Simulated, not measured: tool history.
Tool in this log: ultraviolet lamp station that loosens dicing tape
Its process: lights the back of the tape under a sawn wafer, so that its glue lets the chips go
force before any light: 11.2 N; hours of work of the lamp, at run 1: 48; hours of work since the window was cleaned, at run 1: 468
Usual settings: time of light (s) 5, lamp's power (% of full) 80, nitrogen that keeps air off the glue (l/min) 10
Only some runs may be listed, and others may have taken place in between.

run     day  time of light (s)  lamp's power (% of full)  nitrogen that keeps air off the glue (l/min)  hours of work of the lamp  hours of work since the window was cleaned  force that peels the tape off (N)  light that reached the tape (mJ/cm²)
  1   0.000                  5                        80                                            10                         48                                         468                              1.296                                   340
  2   1.779                  5                        80                                             6                         65                                         486                              1.670                                   341
  3   3.717                  6                        80                                            10                         84                                         505                              0.938                                   402
  4   5.604                  5                        69                                            10                        102                                         523                              1.831                                   290
  5   7.492                  5                        69                                            10                        121                                         541                              1.869                                   279
  6   9.033                  5                        80                                            10                        136                                         556                              1.429                                   326
  7  12.154                  5                        80                                            10                        166                                         586                              1.479                                   320
     12.408  -- window cleaned of glue's vapour
  8  14.367                  5                        80                                            10                        187                                          19                              1.099                                   378
  9  16.421                  5                        80                                            10                        207                                          39                              1.154                                   361
 10  18.254                  5                        80                                            10                        225                                          57                              1.133                                   366
 11  20.462                  5                        80                                            10                        247                                          78                              1.146                                   360
 12  22.050                  5                        80                                            10                        262                                          94                              1.188                                   363
 13  24.329                  5                        80                                            10                        284                                         116                              1.207                                   353
 14  27.250                  5                        80                                            10                        312                                         144                              1.230                                   350
 15  28.954                  5                        80                                            10                        329                                         161                              1.290                                   351
 16  31.204                  5                        80                                            10                        351                                         183                              1.283                                   344
 17  33.658                  5                        80                                             3                        375                                         206                              2.192                                   343
 18  35.283                  5                        80                                             7                        390                                         222                              1.562                                   339
 19  38.012                  5                        80                                            10                        417                                         249                              1.387                                   335
 20  40.488                  5                        80                                            10                        441                                         273                              1.429                                   330
 21  42.500                  5                        80                                            10                        461                                         292                              1.425                                   328
 22  44.521                  8                        80                                             9                        480                                         312                              0.557                                   518
 23  47.767                  5                        80                                            14                        512                                         343                              1.314                                   319
 24  50.200                  5                        72                                            14                        535                                         367                              1.748                                   283
 25  52.783                  5                        72                                            14                        560                                         392                              1.746                                   279
 26  54.400                  4                        66                                             7                        576                                         408                              3.436                                   202
 27  57.408                  4                        70                                            10                        605                                         437                              2.967                                   210
 28  58.842                  7                        73                                             4                        619                                         451                              1.623                                   387
 29  61.883                  3                        89                                             6                        649                                         480                              3.642                                   198
 30  64.608                  3                        89                                             6                        675                                         507                              3.627                                   197
 31  67.196                  7                        80                                             4                        700                                         532                              1.445                                   401
 32  69.012                  7                        80                                             4                        718                                         550                              1.500                                   401
 33  70.825                  5                        80                                             6                        736                                         567                              2.292                                   286
     73.271  -- window cleaned of glue's vapour
 34  73.779                  5                        86                                             4                        764                                           5                              1.918                                   357
 35  75.338                  4                        80                                            12                        779                                          20                              2.055                                   259
 36  77.817                  5                        80                                             8                        803                                          44                              1.630                                   322
 37  79.204                  5                        80                                             8                        817                                          58                              1.536                                   324
 38  82.575                  3                        80                                            14                        849                                          90                              3.099                                   186
 39  85.017                  8                        86                                            14                        873                                         114                              0.408                                   536
 40  87.008                  5                        93                                            10                        893                                         133                              1.202                                   354
 41  89.342                  3                        69                                            14                        915                                         156                              3.858                                   158
 42  92.317                  3                        69                                             3                        944                                         185                              5.472                                   153

5 options for the next run, each taken on its own from the tool as it stands now. Forecast them:
  A  95.233                  2                        66                                            13                        972                                         213                                  ?                                     ?
  B  95.233                  3                        75                                            10                        972                                         213                                  ?                                     ?
  C  95.233                  3                       100                                             3                        972                                         213                                  ?                                     ?
  D  95.233                  2                        80                                            10                        972                                         213                                  ?                                     ?
  E  95.233                  3                        76                                             6                        972                                         213                                  ?                                     ?

run  force that peels the tape off (N)  light that reached the tape (mJ/cm²)
  A                              5.676                                    98
  B                              3.855                                   167
  C                              3.806                                   222
  D                              5.314                                   116
  E                              4.253                                   170
Without the tool's hidden state the same runs would have given:
run  force that peels the tape off (N)  light that reached the tape (mJ/cm²)
  A                              4.595                                   129
  B                              2.754                                   220
  C                              2.723                                   294
  D                              4.169                                   154
  E                              3.131                                   225
